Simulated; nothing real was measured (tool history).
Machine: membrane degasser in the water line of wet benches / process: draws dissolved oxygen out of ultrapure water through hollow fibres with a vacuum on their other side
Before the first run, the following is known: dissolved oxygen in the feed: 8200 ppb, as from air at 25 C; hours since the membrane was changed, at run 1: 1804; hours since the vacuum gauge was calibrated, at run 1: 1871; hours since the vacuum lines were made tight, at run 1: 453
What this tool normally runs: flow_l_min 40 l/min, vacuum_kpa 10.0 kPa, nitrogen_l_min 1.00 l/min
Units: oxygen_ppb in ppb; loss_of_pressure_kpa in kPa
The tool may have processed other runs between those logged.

| run | hour | flow_l_min | vacuum_kpa | nitrogen_l_min | hours since the membrane was changed | hours since the vacuum gauge was calibrated | hours since the vacuum lines were made tight | oxygen_ppb | loss_of_pressure_kpa |
|---|---|---|---|---|---|---|---|---|---|
| 1 | 0.0 | 40 | 10.0 | 1.00 | 1804 | 1871 | 453 | 535.2 | 48.06 |
| 2 | 41.6 | 40 | 10.0 | 1.00 | 1846 | 1913 | 494 | 539.1 | 47.71 |
| 3 | 89.1 | 40 | 10.0 | 1.18 | 1893 | 1960 | 542 | 474.5 | 48.15 |
| 4 | 116.4 | 40 | 10.0 | 1.18 | 1920 | 1988 | 569 | 470.0 | 48.31 |
| 5 | 164.4 | 40 | 10.0 | 1.18 | 1968 | 2036 | 617 | 476.1 | 48.14 |
| 6 | 191.1 | 40 | 10.0 | 1.18 | 1995 | 2062 | 644 | 475.8 | 48.28 |
| 7 | 230.9 | 41 | 10.5 | 1.31 | 2035 | 2102 | 684 | 475.4 | 49.37 |
| 8 | 256.5 | 41 | 10.5 | 1.31 | 2061 | 2128 | 709 | 474.9 | 49.31 |
| 9 | 284.4 | 41 | 10.5 | 1.31 | 2088 | 2156 | 737 | 477.9 | 49.11 |
| 10 | 324.2 | 46 | 10.5 | 0.49 | 2128 | 2195 | 777 | 1028.1 | 55.60 |
| 11 | 369.8 | 42 | 10.5 | 0.40 | 2174 | 2241 | 822 | 1084.9 | 50.38 |

Each row is a separate what-if for the run after 11, all from the same tool condition, not one after another. Results?
| A | 398.4 | 54 | 12.7 | 0.76 | 2202 | 2270 | 851 | ? | ? |
| B | 398.4 | 42 | 11.9 | 0.40 | 2202 | 2270 | 851 | ? | ? |
| C | 398.4 | 35 | 10.4 | 2.25 | 2202 | 2270 | 851 | ? | ? |
| D | 398.4 | 42 | 8.8 | 0.40 | 2202 | 2270 | 851 | ? | ? |
| E | 398.4 | 43 | 20.9 | 0.72 | 2202 | 2270 | 851 | ? | ? |

| run | oxygen_ppb | loss_of_pressure_kpa |
|---|---|---|
| A | 1107.9 | 64.82 |
| B | 1280.6 | 50.66 |
| C | 258.6 | 42.37 |
| D | 871.8 | 50.36 |
| E | 1661.0 | 52.19 |
Stripped of hidden state, with their random variation kept, the same runs would have yielded:
| run | oxygen_ppb | loss_of_pressure_kpa |
|---|---|---|
| A | 1089.7 | 64.10 |
| B | 1259.5 | 50.09 |
| C | 252.4 | 41.89 |
| D | 848.5 | 49.79 |
| E | 1647.5 | 51.61 |
